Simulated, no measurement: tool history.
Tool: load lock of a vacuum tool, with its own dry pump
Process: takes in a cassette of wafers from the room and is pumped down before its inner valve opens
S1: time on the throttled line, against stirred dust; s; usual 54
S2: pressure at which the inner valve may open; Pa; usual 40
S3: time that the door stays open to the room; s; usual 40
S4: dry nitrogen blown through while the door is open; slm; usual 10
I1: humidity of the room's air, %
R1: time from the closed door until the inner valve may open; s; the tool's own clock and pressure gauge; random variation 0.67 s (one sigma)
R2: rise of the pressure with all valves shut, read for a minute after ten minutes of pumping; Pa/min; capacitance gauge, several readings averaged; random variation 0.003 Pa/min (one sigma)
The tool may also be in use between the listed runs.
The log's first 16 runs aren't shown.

| run | day | S1 | S2 | S3 | S4 | I1 | R1 | R2 |
|---|---|---|---|---|---|---|---|---|
| 17 | 117.633 | 69 | 40 | 40 | 10 | 46.9 | 112.6 | 0.095 |
| 18 | 123.829 | 69 | 40 | 40 | 10 | 45.5 | 113.3 | 0.099 |
| 19 | 134.725 | 54 | 40 | 40 | 10 | 46.5 | 100.9 | 0.104 |
| 20 | 139.308 | 54 | 40 | 184 | 10 | 44.1 | 101.8 | 0.113 |
| 21 | 149.183 | 54 | 41 | 170 | 10 | 41.4 | 101.7 | 0.111 |
| 22 | 157.029 | 54 | 41 | 170 | 10 | 42.1 | 101.9 | 0.121 |
| 23 | 165.525 | 30 | 29 | 77 | 10 | 44.1 | 85.7 | 0.121 |
| 24 | 174.275 | 31 | 64 | 43 | 30 | 45.7 | 81.1 | 0.116 |
| 25 | 184.825 | 31 | 64 | 43 | 30 | 44.4 | 80.9 | 0.116 |
| 26 | 191.458 | 90 | 40 | 40 | 42 | 45.9 | 131.7 | 0.121 |
| 27 | 200.167 | 46 | 32 | 40 | 42 | 43.8 | 97.6 | 0.125 |
| 28 | 208 | 30 | 48 | 40 | 42 | 39.3 | 81.6 | 0.126 |
| 29 | 215.254 | 52 | 69 | 29 | 42 | 44.2 | 97.7 | 0.132 |
| 30 | 220.858 | 52 | 69 | 29 | 42 | 43.9 | 96.4 | 0.132 |
| 31 | 230.379 | 52 | 68 | 29 | 24 | 48.6 | 97.7 | 0.14 |
| 32 | 235.862 | 52 | 68 | 29 | 22 | 46.8 | 97.9 | 0.153 |
| 33 | 243.546 | 52 | 68 | 29 | 22 | 47 | 96.7 | 0.153 |
| 34 | 253.838 | 41 | 42 | 79 | 10 | 40.8 | 93.3 | 0.164 |
| 35 | 259.521 | 41 | 42 | 79 | 10 | 44.3 | 93.1 | 0.177 |
| 36 | 267.808 | 77 | 64 | 189 | 10 | 45.4 | 117.4 | 0.185 |
| 37 | 277.521 | 54 | 46 | 40 | 16 | 45.5 | 102.4 | 0.18 |

Forecast each of these 3 alternatives for the next run:
| A | 288.088 | 75 | 50 | 40 | 10 | 44.7 | ? | ? |
| B | 288.088 | 80 | 59 | 144 | 10 | 44.2 | ? | ? |
| C | 288.088 | 54 | 45 | 171 | 7 | 45 | ? | ? |

| run | R1 | R2 |
|---|---|---|
| A | 118 | 0.191 |
| B | 121.7 | 0.197 |
| C | 102.5 | 0.204 |
Without the tool's hidden state the same runs would have given:
| run | R1 | R2 |
|---|---|---|
| A | 114 | 0.023 |
| B | 117.9 | 0.031 |
| C | 98 | 0.037 |

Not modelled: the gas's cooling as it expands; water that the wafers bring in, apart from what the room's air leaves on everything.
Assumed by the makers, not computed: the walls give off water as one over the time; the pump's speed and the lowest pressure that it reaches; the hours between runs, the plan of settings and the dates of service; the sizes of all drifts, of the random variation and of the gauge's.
